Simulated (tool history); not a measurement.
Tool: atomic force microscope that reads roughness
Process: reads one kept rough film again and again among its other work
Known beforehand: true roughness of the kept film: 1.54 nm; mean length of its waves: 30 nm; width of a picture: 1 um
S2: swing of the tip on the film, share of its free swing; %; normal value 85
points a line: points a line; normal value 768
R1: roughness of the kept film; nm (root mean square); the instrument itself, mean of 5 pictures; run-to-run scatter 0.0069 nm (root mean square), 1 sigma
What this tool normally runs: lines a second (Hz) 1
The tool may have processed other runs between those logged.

run 1 hour=0 | lines_a_second_(Hz)=1 S2=85 points_a_line=768 | R1=1.391
-- hour=25.8 new tip fitted
-- hour=56 new tip fitted
run 2 hour=61.2 | lines_a_second_(Hz)=1 S2=85 points_a_line=768 | R1=1.397
-- hour=84.6 new tip fitted
run 3 hour=96.2 | lines_a_second_(Hz)=1 S2=85 points_a_line=624 | R1=1.393
-- hour=117.6 new tip fitted
run 4 hour=129.9 | lines_a_second_(Hz)=1 S2=85 points_a_line=624 | R1=1.39
-- hour=144.8 new tip fitted
-- hour=174.3 new tip fitted
run 5 hour=174.3 | lines_a_second_(Hz)=1 S2=85 points_a_line=624 | R1=1.389
-- hour=205.1 new tip fitted
-- hour=235.1 new tip fitted
run 6 hour=242.3 | lines_a_second_(Hz)=1 S2=85 points_a_line=768 | R1=1.389
-- hour=266.1 new tip fitted
-- hour=295.1 new tip fitted
run 7 hour=311.1 | lines_a_second_(Hz)=1 S2=76 points_a_line=768 | R1=1.427
-- hour=325.1 new tip fitted
-- hour=354.7 new tip fitted
run 8 hour=367.6 | lines_a_second_(Hz)=1 S2=76 points_a_line=768 | R1=1.4
-- hour=384.2 new tip fitted
run 9 hour=398.4 | lines_a_second_(Hz)=1 S2=76 points_a_line=768 | R1=1.411
-- hour=412.4 new tip fitted
run 10 hour=434.8 | lines_a_second_(Hz)=1 S2=76 points_a_line=768 | R1=1.433
-- hour=443.5 new tip fitted
-- hour=471.7 new tip fitted
run 11 hour=479.7 | lines_a_second_(Hz)=1 S2=76 points_a_line=768 | R1=1.421
-- hour=499 new tip fitted
run 12 hour=511.1 | lines_a_second_(Hz)=1 S2=76 points_a_line=768 | R1=1.398
-- hour=528.5 new tip fitted
run 13 hour=547.5 | lines_a_second_(Hz)=1 S2=76 points_a_line=935 | R1=1.416
-- hour=557.7 new tip fitted
-- hour=589.2 new tip fitted
run 14 hour=609.3 | lines_a_second_(Hz)=1 S2=85 points_a_line=768 | R1=1.381
-- hour=618.7 new tip fitted
-- hour=646.9 new tip fitted
-- hour=675.2 new tip fitted
run 15 hour=678.1 | lines_a_second_(Hz)=1 S2=85 points_a_line=854 | R1=1.389
-- hour=706.1 new tip fitted
-- hour=733.8 new tip fitted
run 16 hour=733.8 | lines_a_second_(Hz)=1 S2=88 points_a_line=854 | R1=1.385
-- hour=765.5 new tip fitted
-- hour=793.2 new tip fitted
run 17 hour=797.4 | lines_a_second_(Hz)=1 S2=85 points_a_line=768 | R1=1.389
-- hour=820.6 new tip fitted
-- hour=852.1 new tip fitted
run 18 hour=853.6 | lines_a_second_(Hz)=1 S2=85 points_a_line=768 | R1=1.392
-- hour=883.1 new tip fitted
run 19 hour=885.6 | lines_a_second_(Hz)=1 S2=85 points_a_line=768 | R1=1.394
-- hour=914.7 new tip fitted
run 20 hour=918.4 | lines_a_second_(Hz)=1 S2=85 points_a_line=768 | R1=1.401
-- hour=943 new tip fitted
-- hour=972 new tip fitted
run 21 hour=990.7 | lines_a_second_(Hz)=1 S2=85 points_a_line=768 | R1=1.396
-- hour=1002.4 new tip fitted
-- hour=1031 new tip fitted
run 22 hour=1057.2 | lines_a_second_(Hz)=1 S2=85 points_a_line=635 | R1=1.383
-- hour=1062.7 new tip fitted
-- hour=1092 new tip fitted
run 23 hour=1106.5 | lines_a_second_(Hz)=0.91 S2=85 points_a_line=768 | R1=1.392
-- hour=1119.1 new tip fitted
run 24 hour=1140.3 | lines_a_second_(Hz)=1 S2=80 points_a_line=768 | R1=1.394
-- hour=1146.9 new tip fitted
-- hour=1162.9 height scale calibrated on a step standard
-- hour=1177.3 new tip fitted
run 25 hour=1192.2 | lines_a_second_(Hz)=2.36 S2=85 points_a_line=393 | R1=1.28
-- hour=1205 new tip fitted
-- hour=1233.2 new tip fitted
run 26 hour=1252.3 | lines_a_second_(Hz)=3.5 S2=65 points_a_line=793 | R1=1.382
-- hour=1263.7 new tip fitted
-- hour=1296.4 new tip fitted
-- hour=1324.9 new tip fitted
run 27 hour=1324.9 | lines_a_second_(Hz)=0.58 S2=85 points_a_line=1020 | R1=1.413
-- hour=1352.6 new tip fitted
run 28 hour=1364.4 | lines_a_second_(Hz)=0.58 S2=67 points_a_line=984 | R1=1.439
-- hour=1384.4 new tip fitted
-- hour=1412.2 new tip fitted
run 29 hour=1427.6 | lines_a_second_(Hz)=2.24 S2=67 points_a_line=768 | R1=1.4
-- hour=1442.9 new tip fitted
run 30 hour=1462.7 | lines_a_second_(Hz)=2.24 S2=67 points_a_line=768 | R1=1.408
-- hour=1474.6 new tip fitted
-- hour=1502.2 new tip fitted
-- hour=1532.9 new tip fitted
run 31 hour=1532.9 | lines_a_second_(Hz)=1.59 S2=63 points_a_line=768 | R1=1.44
-- hour=1562.4 new tip fitted
-- hour=1589.9 new tip fitted
run 32 hour=1605.7 | lines_a_second_(Hz)=0.73 S2=85 points_a_line=388 | R1=1.408
-- hour=1617.3 new tip fitted
-- hour=1644.6 new tip fitted
run 33 hour=1651.3 | lines_a_second_(Hz)=0.73 S2=61 points_a_line=448 | R1=1.452
-- hour=1673.2 new tip fitted
run 34 hour=1685.6 | lines_a_second_(Hz)=0.73 S2=61 points_a_line=448 | R1=1.445
-- hour=1700.7 new tip fitted
run 35 hour=1716.4 | lines_a_second_(Hz)=1 S2=60 points_a_line=682 | R1=1.446
-- hour=1733.1 new tip fitted
-- hour=1761.2 new tip fitted
run 36 hour=1765.5 | lines_a_second_(Hz)=1 S2=60 points_a_line=682 | R1=1.453
-- hour=1792.3 new tip fitted
-- hour=1821 new tip fitted
run 37 hour=1838 | lines_a_second_(Hz)=1 S2=60 points_a_line=682 | R1=1.443
-- hour=1848.8 new tip fitted
-- hour=1877.2 new tip fitted
run 38 hour=1877.2 | lines_a_second_(Hz)=1 S2=85 points_a_line=558 | R1=1.375
-- hour=1908.9 new tip fitted
run 39 hour=1928.7 | lines_a_second_(Hz)=1 S2=85 points_a_line=558 | R1=1.38
-- hour=1939.2 new tip fitted
run 40 hour=1959.9 | lines_a_second_(Hz)=1.18 S2=81 points_a_line=768 | R1=1.389
-- hour=1966.4 new tip fitted
-- hour=1998.3 new tip fitted
-- hour=2026.2 new tip fitted
run 41 hour=2026.6 | lines_a_second_(Hz)=1.18 S2=88 points_a_line=768 | R1=1.367
-- hour=2053.3 new tip fitted
-- hour=2085 new tip fitted
run 42 hour=2092.6 | lines_a_second_(Hz)=0.75 S2=85 points_a_line=849 | R1=1.409
-- hour=2118.7 new tip fitted
-- hour=2149.1 new tip fitted
run 43 hour=2151.6 | lines_a_second_(Hz)=0.75 S2=85 points_a_line=849 | R1=1.419
-- hour=2182.3 new tip fitted
run 44 hour=2190.5 | lines_a_second_(Hz)=2.13 S2=57 points_a_line=825 | R1=1.434
-- hour=2211.7 new tip fitted
-- hour=2239.1 new tip fitted
run 45 hour=2260.8 | lines_a_second_(Hz)=0.88 S2=55 points_a_line=768 | R1=1.45

Consider 5 possible next runs. They are alternatives, not a sequence: every one starts from the tool as it was left by run 45. What does each give?
-- hour=2272 new tip fitted
-- hour=2300.2 new tip fitted
-- hour=2331.4 new tip fitted
run A hour=2331.4 | lines_a_second_(Hz)=2.36 S2=85 points_a_line=520 | R1=?
-- hour=2272 new tip fitted
-- hour=2300.2 new tip fitted
-- hour=2331.4 new tip fitted
run B hour=2331.4 | lines_a_second_(Hz)=2.24 S2=76 points_a_line=944 | R1=?
-- hour=2272 new tip fitted
-- hour=2300.2 new tip fitted
-- hour=2331.4 new tip fitted
run C hour=2331.4 | lines_a_second_(Hz)=0.88 S2=66 points_a_line=269 | R1=?
-- hour=2272 new tip fitted
-- hour=2300.2 new tip fitted
-- hour=2331.4 new tip fitted
run D hour=2331.4 | lines_a_second_(Hz)=3.28 S2=71 points_a_line=289 | R1=?
-- hour=2272 new tip fitted
-- hour=2300.2 new tip fitted
-- hour=2331.4 new tip fitted
run E hour=2331.4 | lines_a_second_(Hz)=0.88 S2=88 points_a_line=844 | R1=?

run=A R1=1.3
run=B R1=1.364
run=C R1=1.428
run=D R1=1.337
run=E R1=1.381
With no hidden state in the tool, these same runs would have given:
run=A R1=1.301
run=B R1=1.364
run=C R1=1.428
run=D R1=1.338
run=E R1=1.381

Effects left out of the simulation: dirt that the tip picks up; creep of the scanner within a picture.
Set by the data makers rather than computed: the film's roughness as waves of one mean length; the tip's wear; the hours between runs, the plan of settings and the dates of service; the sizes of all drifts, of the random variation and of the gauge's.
